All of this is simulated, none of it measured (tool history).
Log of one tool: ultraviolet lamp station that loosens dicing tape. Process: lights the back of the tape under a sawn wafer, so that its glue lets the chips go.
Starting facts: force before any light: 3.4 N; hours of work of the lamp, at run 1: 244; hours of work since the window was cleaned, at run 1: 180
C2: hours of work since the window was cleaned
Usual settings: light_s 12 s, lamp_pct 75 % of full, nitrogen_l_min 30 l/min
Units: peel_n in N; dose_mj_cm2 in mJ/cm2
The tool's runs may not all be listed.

run 1 hour=0 | light_s=12 lamp_pct=75 nitrogen_l_min=30 | hours_of_work_of_the_lamp=244 C2=180 | peel_n=0.514 dose_mj_cm2=433
run 2 hour=10.3 | light_s=12 lamp_pct=75 nitrogen_l_min=30 | hours_of_work_of_the_lamp=249 C2=185 | peel_n=0.532 dose_mj_cm2=429
run 3 hour=16.4 | light_s=12 lamp_pct=75 nitrogen_l_min=30 | hours_of_work_of_the_lamp=252 C2=188 | peel_n=0.505 dose_mj_cm2=434
run 4 hour=24.2 | light_s=6 lamp_pct=75 nitrogen_l_min=30 | hours_of_work_of_the_lamp=256 C2=192 | peel_n=1.296 dose_mj_cm2=214
run 5 hour=31.9 | light_s=12 lamp_pct=75 nitrogen_l_min=30 | hours_of_work_of_the_lamp=260 C2=195 | peel_n=0.543 dose_mj_cm2=425
run 6 hour=43.2 | light_s=19 lamp_pct=75 nitrogen_l_min=30 | hours_of_work_of_the_lamp=265 C2=201 | peel_n=0.268 dose_mj_cm2=671
run 7 hour=48.9 | light_s=19 lamp_pct=75 nitrogen_l_min=30 | hours_of_work_of_the_lamp=268 C2=204 | peel_n=0.258 dose_mj_cm2=663
run 8 hour=61 | light_s=19 lamp_pct=75 nitrogen_l_min=30 | hours_of_work_of_the_lamp=274 C2=210 | peel_n=0.27 dose_mj_cm2=664
run 9 hour=67.1 | light_s=19 lamp_pct=75 nitrogen_l_min=30 | hours_of_work_of_the_lamp=277 C2=213 | peel_n=0.262 dose_mj_cm2=662
run 10 hour=77.8 | light_s=19 lamp_pct=75 nitrogen_l_min=30 | hours_of_work_of_the_lamp=282 C2=218 | peel_n=0.258 dose_mj_cm2=658
run 11 hour=87.3 | light_s=19 lamp_pct=75 nitrogen_l_min=30 | hours_of_work_of_the_lamp=287 C2=222 | peel_n=0.266 dose_mj_cm2=661
-- hour=92.2 window cleaned of glue's vapour
run 12 hour=93.5 | light_s=19 lamp_pct=75 nitrogen_l_min=30 | hours_of_work_of_the_lamp=289 C2=1 | peel_n=0.325 dose_mj_cm2=601
run 13 hour=103.7 | light_s=19 lamp_pct=75 nitrogen_l_min=41 | hours_of_work_of_the_lamp=294 C2=6 | peel_n=0.265 dose_mj_cm2=606
run 14 hour=113.6 | light_s=19 lamp_pct=88 nitrogen_l_min=41 | hours_of_work_of_the_lamp=299 C2=10 | peel_n=0.209 dose_mj_cm2=694
run 15 hour=119.2 | light_s=23 lamp_pct=88 nitrogen_l_min=41 | hours_of_work_of_the_lamp=302 C2=13 | peel_n=0.178 dose_mj_cm2=851
run 16 hour=125.4 | light_s=12 lamp_pct=75 nitrogen_l_min=30 | hours_of_work_of_the_lamp=305 C2=16 | peel_n=0.658 dose_mj_cm2=374
-- hour=127.7 window cleaned of glue's vapour, once more
run 17 hour=132 | light_s=11 lamp_pct=75 nitrogen_l_min=30 | hours_of_work_of_the_lamp=308 C2=2 | peel_n=0.488 dose_mj_cm2=455
run 18 hour=137.4 | light_s=12 lamp_pct=75 nitrogen_l_min=30 | hours_of_work_of_the_lamp=311 C2=5 | peel_n=0.424 dose_mj_cm2=488
run 19 hour=145.3 | light_s=12 lamp_pct=75 nitrogen_l_min=30 | hours_of_work_of_the_lamp=315 C2=9 | peel_n=0.426 dose_mj_cm2=489
run 20 hour=151.9 | light_s=12 lamp_pct=75 nitrogen_l_min=54 | hours_of_work_of_the_lamp=318 C2=12 | peel_n=0.306 dose_mj_cm2=485
run 21 hour=157 | light_s=12 lamp_pct=75 nitrogen_l_min=54 | hours_of_work_of_the_lamp=320 C2=14 | peel_n=0.314 dose_mj_cm2=483
run 22 hour=169.4 | light_s=12 lamp_pct=81 nitrogen_l_min=54 | hours_of_work_of_the_lamp=326 C2=20 | peel_n=0.275 dose_mj_cm2=524
run 23 hour=176 | light_s=17 lamp_pct=85 nitrogen_l_min=10 | hours_of_work_of_the_lamp=329 C2=24 | peel_n=0.468 dose_mj_cm2=769
run 24 hour=183.4 | light_s=8 lamp_pct=63 nitrogen_l_min=30 | hours_of_work_of_the_lamp=333 C2=27 | peel_n=1.007 dose_mj_cm2=264
run 25 hour=193 | light_s=8 lamp_pct=63 nitrogen_l_min=30 | hours_of_work_of_the_lamp=338 C2=32 | peel_n=1.005 dose_mj_cm2=264
run 26 hour=199.4 | light_s=12 lamp_pct=85 nitrogen_l_min=30 | hours_of_work_of_the_lamp=341 C2=35 | peel_n=0.381 dose_mj_cm2=537
run 27 hour=209.5 | light_s=12 lamp_pct=85 nitrogen_l_min=30 | hours_of_work_of_the_lamp=346 C2=40 | peel_n=0.364 dose_mj_cm2=532
run 28 hour=217.2 | light_s=17 lamp_pct=60 nitrogen_l_min=29 | hours_of_work_of_the_lamp=350 C2=44 | peel_n=0.362 dose_mj_cm2=533

What will run 29 give?
run 29 hour=227 | light_s=10 lamp_pct=75 nitrogen_l_min=10 | hours_of_work_of_the_lamp=354 C2=48 | peel_n=? dose_mj_cm2=?

Run 29 yielded peel_n 1.154 N, dose_mj_cm2 386 mJ/cm2.
Were there no unlogged condition in the tool, this run, its random variation unchanged, would have produced peel_n 0.975 N, dose_mj_cm2 450 mJ/cm2.

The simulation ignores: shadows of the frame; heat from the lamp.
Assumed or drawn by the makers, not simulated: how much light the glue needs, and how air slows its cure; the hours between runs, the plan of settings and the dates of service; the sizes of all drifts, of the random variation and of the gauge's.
